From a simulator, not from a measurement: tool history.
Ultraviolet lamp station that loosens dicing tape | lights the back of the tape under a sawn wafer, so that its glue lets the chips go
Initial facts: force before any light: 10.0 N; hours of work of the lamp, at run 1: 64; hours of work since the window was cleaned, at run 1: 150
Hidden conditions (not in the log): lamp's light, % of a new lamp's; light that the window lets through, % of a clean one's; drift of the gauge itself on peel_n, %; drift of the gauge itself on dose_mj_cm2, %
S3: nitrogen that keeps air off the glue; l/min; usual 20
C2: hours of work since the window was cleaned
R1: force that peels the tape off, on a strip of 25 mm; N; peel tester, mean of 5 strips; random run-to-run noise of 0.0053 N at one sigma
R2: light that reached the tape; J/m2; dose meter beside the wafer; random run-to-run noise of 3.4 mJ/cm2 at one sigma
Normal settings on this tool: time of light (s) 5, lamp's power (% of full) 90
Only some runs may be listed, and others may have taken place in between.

Run 1, hour 0: usual settings; hours of work of the lamp 64; C2 150. Result: R1 0.106 N, R2 5050 J/m2.
Run 2, hour 46.3: usual settings; hours of work of the lamp 94; C2 181. Result: R1 0.129 N, R2 4970 J/m2.
Run 3, hour 86.5: usual settings but lamp's power (% of full) 62; hours of work of the lamp 121; C2 207. Result: R1 0.389 N, R2 3360 J/m2.
Run 4, hour 126.6: usual settings but lamp's power (% of full) 62; hours of work of the lamp 148; C2 234. Result: R1 0.416 N, R2 3290 J/m2.
Run 5, hour 162.7: usual settings but S3 23 l/min; hours of work of the lamp 171; C2 258. Result: R1 0.138 N, R2 4710 J/m2.
Run 6, hour 187.1: usual settings; hours of work of the lamp 188; C2 274. Result: R1 0.139 N, R2 4660 J/m2.
Run 7, hour 226.8: usual settings; hours of work of the lamp 214; C2 300. Result: R1 0.154 N, R2 4560 J/m2.
Run 8, hour 272.8: usual settings but lamp's power (% of full) 77; hours of work of the lamp 244; C2 330. Result: R1 0.258 N, R2 3840 J/m2.
Run 9, hour 297.2: usual settings but lamp's power (% of full) 77; hours of work of the lamp 260; C2 347. Result: R1 0.276 N, R2 3780 J/m2.
Run 10, hour 319.9: usual settings; hours of work of the lamp 275; C2 362. Result: R1 0.179 N, R2 4320 J/m2.
Run 11, hour 360.4: usual settings but time of light (s) 3; hours of work of the lamp 302; C2 388. Result: R1 0.797 N, R2 2550 J/m2.
Run 12, hour 379.8: usual settings; hours of work of the lamp 315; C2 401. Result: R1 0.193 N, R2 4240 J/m2.
Run 13, hour 418.4: usual settings; hours of work of the lamp 340; C2 427. Result: R1 0.2 N, R2 4100 J/m2.
Run 14, hour 458.7: usual settings; hours of work of the lamp 367; C2 453. Result: R1 0.216 N, R2 4060 J/m2.
Run 15, hour 502.2: usual settings; hours of work of the lamp 396; C2 482. Result: R1 0.227 N, R2 4000 J/m2.
Run 16, hour 536.3: usual settings; hours of work of the lamp 418; C2 505. Result: R1 0.233 N, R2 3930 J/m2.
Run 17, hour 573.8: usual settings but S3 31 l/min; hours of work of the lamp 443; C2 529. Result: R1 0.181 N, R2 3890 J/m2.
Run 18, hour 592.9: usual settings but S3 8 l/min; hours of work of the lamp 456; C2 542. Result: R1 0.594 N, R2 3820 J/m2.
Run 19, hour 633.5: usual settings but S3 21 l/min; hours of work of the lamp 483; C2 569. Result: R1 0.276 N, R2 3750 J/m2.
Run 20, hour 673.5: usual settings; hours of work of the lamp 509; C2 595. Result: R1 0.302 N, R2 3710 J/m2.
Run 21, hour 710.4: usual settings; hours of work of the lamp 534; C2 620. Result: R1 0.324 N, R2 3640 J/m2.
Run 22, hour 736.3: usual settings but S3 13 l/min; hours of work of the lamp 551; C2 637. Result: R1 0.464 N, R2 3580 J/m2.
At hour 765.1: window cleaned of glue's vapour.
Run 23, hour 772: usual settings but lamp's power (% of full) 92, S3 22 l/min; hours of work of the lamp 574; C2 5. Result: R1 0.398 N, R2 3240 J/m2.
Run 24, hour 806.4: usual settings but time of light (s) 6, lamp's power (% of full) 73, S3 22 l/min; hours of work of the lamp 597; C2 27. Result: R1 0.476 N, R2 3040 J/m2.
Run 25, hour 845.7: usual settings but time of light (s) 6, lamp's power (% of full) 73, S3 22 l/min; hours of work of the lamp 623; C2 53. Result: R1 0.519 N, R2 2960 J/m2.
Run 26, hour 879: usual settings; hours of work of the lamp 645; C2 75. Result: R1 0.545 N, R2 2990 J/m2.
At hour 882.1: window cleaned of glue's vapour, once more.
Run 27, hour 918.8: usual settings; hours of work of the lamp 671; C2 24. Result: R1 0.256 N, R2 3880 J/m2.
Run 28, hour 965.9: usual settings but time of light (s) 9, lamp's power (% of full) 82, S3 11 l/min; hours of work of the lamp 702; C2 55. Result: R1 0.104 N, R2 6180 J/m2.
Run 29, hour 988.1: usual settings but time of light (s) 8, lamp's power (% of full) 86, S3 17 l/min; hours of work of the lamp 717; C2 70. Result: R1 0.088 N, R2 5720 J/m2.
At hour 999.3: lamp changed.
Run 30, hour 1009.2: usual settings but time of light (s) 8, lamp's power (% of full) 86, S3 17 l/min; hours of work of the lamp 7; C2 83. Result: R1 0.05 N, R2 8060 J/m2.
Run 31, hour 1040.7: usual settings but lamp's power (% of full) 73, S3 28 l/min; hours of work of the lamp 27; C2 104. Result: R1 0.148 N, R2 4230 J/m2.
Run 32, hour 1071.6: usual settings but time of light (s) 3, lamp's power (% of full) 73, S3 37 l/min; hours of work of the lamp 48; C2 125. Result: R1 0.584 N, R2 2500 J/m2.
Run 33, hour 1103.1: usual settings but time of light (s) 2, lamp's power (% of full) 80, S3 21 l/min; hours of work of the lamp 69; C2 145. Result: R1 1.611 N, R2 1770 J/m2.
Run 34, hour 1132.9: usual settings but time of light (s) 2, lamp's power (% of full) 80, S3 13 l/min; hours of work of the lamp 88; C2 165. Result: R1 2.142 N, R2 1800 J/m2.
Run 35, hour 1171.9: usual settings but time of light (s) 2, lamp's power (% of full) 80, S3 13 l/min; hours of work of the lamp 114; C2 191. Result: R1 2.109 N, R2 1750 J/m2.
Run 36, hour 1195: usual settings but time of light (s) 7, lamp's power (% of full) 77, S3 13 l/min; hours of work of the lamp 129; C2 206. Result: R1 0.104 N, R2 5810 J/m2.
Run 37, hour 1234.7: usual settings but time of light (s) 7, lamp's power (% of full) 77, S3 13 l/min; hours of work of the lamp 156; C2 232. Result: R1 0.116 N, R2 5730 J/m2.
Run 38, hour 1256.3: usual settings but time of light (s) 7, lamp's power (% of full) 77, S3 39 l/min; hours of work of the lamp 170; C2 247. Result: R1 0.067 N, R2 5690 J/m2.
Run 39, hour 1275.5: usual settings but time of light (s) 7, lamp's power (% of full) 77, S3 39 l/min; hours of work of the lamp 183; C2 259. Result: R1 0.066 N, R2 5670 J/m2.
Run 40, hour 1300.6: usual settings but time of light (s) 7, lamp's power (% of full) 77, S3 39 l/min; hours of work of the lamp 199; C2 276. Result: R1 0.059 N, R2 5550 J/m2.
Run 41, hour 1334.3: usual settings but time of light (s) 6, S3 7 l/min; hours of work of the lamp 222; C2 298. Result: R1 0.252 N, R2 5450 J/m2.
Run 42, hour 1364.6: usual settings but time of light (s) 6, lamp's power (% of full) 96, S3 7 l/min; hours of work of the lamp 242; C2 318. Result: R1 0.203 N, R2 5740 J/m2.

Alternative continuations, all from the tool just after run 42; predict every row:
Run A, hour 1411.1: usual settings but time of light (s) 6, lamp's power (% of full) 96, S3 7 l/min; hours of work of the lamp 272; C2 349. Result: R1 ?, R2 ?.
Run B, hour 1411.1: usual settings but time of light (s) 10, lamp's power (% of full) 76; hours of work of the lamp 272; C2 349. Result: R1 ?, R2 ?.
Run C, hour 1411.1: usual settings but time of light (s) 8, lamp's power (% of full) 96, S3 7 l/min; hours of work of the lamp 272; C2 349. Result: R1 ?, R2 ?.
Run D, hour 1411.1: usual settings but lamp's power (% of full) 80, S3 6 l/min; hours of work of the lamp 272; C2 349. Result: R1 ?, R2 ?.

run     R1    R2
  A   0.21  5680
  B  0.061  7480
  C    0.1  7620
  D  0.734  3920
With no hidden state in the tool, these same runs would have given:
run     R1    R2
  A  0.106  6990
  B  0.057  9210
  C  0.069  9380
  D   0.42  4830
